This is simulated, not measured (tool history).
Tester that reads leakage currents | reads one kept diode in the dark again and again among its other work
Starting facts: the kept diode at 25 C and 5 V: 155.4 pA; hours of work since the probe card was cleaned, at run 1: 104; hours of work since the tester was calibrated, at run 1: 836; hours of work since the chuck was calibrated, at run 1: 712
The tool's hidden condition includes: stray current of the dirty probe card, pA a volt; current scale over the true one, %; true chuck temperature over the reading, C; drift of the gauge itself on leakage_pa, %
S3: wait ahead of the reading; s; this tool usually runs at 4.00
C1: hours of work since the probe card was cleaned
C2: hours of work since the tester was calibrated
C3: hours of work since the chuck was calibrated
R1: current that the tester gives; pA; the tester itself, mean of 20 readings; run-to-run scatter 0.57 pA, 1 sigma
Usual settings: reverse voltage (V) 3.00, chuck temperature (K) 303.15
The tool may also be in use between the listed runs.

Run 1, hour 0.0: usual settings; C1 104; C2 836; C3 712. Result: R1 182.95 pA.
Run 2, hour 17.5: usual settings; C1 114; C2 846; C3 721. Result: R1 182.77 pA.
Run 3, hour 35.2: usual settings; C1 124; C2 856; C3 731. Result: R1 182.80 pA.
Run 4, hour 58.8: usual settings; C1 136; C2 868; C3 743. Result: R1 182.80 pA.
Run 5, hour 75.7: usual settings; C1 146; C2 878; C3 753. Result: R1 183.14 pA.
Run 6, hour 93.3: usual settings; C1 155; C2 887; C3 762. Result: R1 182.28 pA.
Run 7, hour 114.9: usual settings but reverse voltage (V) 15.98; C1 167; C2 899; C3 774. Result: R1 391.67 pA.
Run 8, hour 141.5: usual settings but reverse voltage (V) 1.05; C1 181; C2 913; C3 788. Result: R1 113.05 pA.
Run 9, hour 159.0: usual settings; C1 191; C2 923; C3 798. Result: R1 183.17 pA.
Run 10, hour 180.2: usual settings; C1 202; C2 934; C3 809. Result: R1 182.31 pA.
Run 11, hour 202.9: usual settings; C1 215; C2 947; C3 822. Result: R1 183.36 pA.
Run 12, hour 238.9: usual settings; C1 234; C2 966; C3 841. Result: R1 182.02 pA.
Run 13, hour 263.3: usual settings but chuck temperature (K) 298.15; C1 248; C2 979; C3 855. Result: R1 119.11 pA.
At hour 268.8: chuck's temperature calibrated.
Run 14, hour 288.5: usual settings but reverse voltage (V) 2.51, chuck temperature (K) 299.15, S3 0.34 s; C1 260; C2 992; C3 11. Result: R1 118.75 pA.
Run 15, hour 309.7: usual settings but reverse voltage (V) 2.83, chuck temperature (K) 315.15, S3 0.40 s; C1 272; C2 1004; C3 22. Result: R1 460.99 pA.
Run 16, hour 342.2: usual settings but reverse voltage (V) 6.62, chuck temperature (K) 293.15, S3 0.57 s; C1 289; C2 1021; C3 40. Result: R1 110.12 pA.
Run 17, hour 360.5: usual settings but reverse voltage (V) 6.62, chuck temperature (K) 293.15, S3 0.57 s; C1 299; C2 1031; C3 50. Result: R1 110.75 pA.
Run 18, hour 378.3: usual settings but reverse voltage (V) 1.08, chuck temperature (K) 302.15, S3 5.50 s; C1 309; C2 1041; C3 59. Result: R1 101.94 pA.
Run 19, hour 418.7: usual settings but reverse voltage (V) 19.96, chuck temperature (K) 301.15, S3 1.07 s; C1 331; C2 1063; C3 81. Result: R1 358.11 pA.
At hour 438.1: chuck's temperature calibrated, once more.
Run 20, hour 439.2: usual settings but reverse voltage (V) 19.96, chuck temperature (K) 301.15, S3 1.07 s; C1 341; C2 1073; C3 1. Result: R1 388.44 pA.
Run 21, hour 459.9: usual settings but S3 0.46 s; C1 352; C2 1084; C3 12. Result: R1 192.30 pA.
Run 22, hour 488.7: usual settings but S3 3.04 s; C1 368; C2 1100; C3 27. Result: R1 189.50 pA.
Run 23, hour 526.6: usual settings but S3 0.89 s; C1 389; C2 1120; C3 48. Result: R1 190.89 pA.
Run 24, hour 560.5: usual settings but reverse voltage (V) 14.04, chuck temperature (K) 322.15, S3 2.25 s; C1 407; C2 1139; C3 66. Result: R1 1722.17 pA.
Run 25, hour 585.1: usual settings but reverse voltage (V) 14.98; C1 420; C2 1152; C3 80. Result: R1 397.44 pA.
Run 26, hour 613.9: usual settings but reverse voltage (V) 11.46, chuck temperature (K) 330.15, S3 6.62 s; C1 436; C2 1168; C3 96. Result: R1 2809.62 pA.

Branching from run 26: 3 alternative next runs. What would each branch give?
Run A, hour 640.5: usual settings but S3 0.62 s; C1 450; C2 1182; C3 110. Result: R1 ?.
Run B, hour 640.5: usual settings but reverse voltage (V) 6.90, chuck temperature (K) 311.15, S3 1.86 s; C1 450; C2 1182; C3 110. Result: R1 ?.
Run C, hour 640.5: usual settings but reverse voltage (V) 3.07; C1 450; C2 1182; C3 110. Result: R1 ?.

run      R1
  A  190.56
  B  533.72
  C  191.18
What these runs would have given with no unlogged condition in the tool:
run      R1
  A  191.82
  B  537.72
  C  192.43

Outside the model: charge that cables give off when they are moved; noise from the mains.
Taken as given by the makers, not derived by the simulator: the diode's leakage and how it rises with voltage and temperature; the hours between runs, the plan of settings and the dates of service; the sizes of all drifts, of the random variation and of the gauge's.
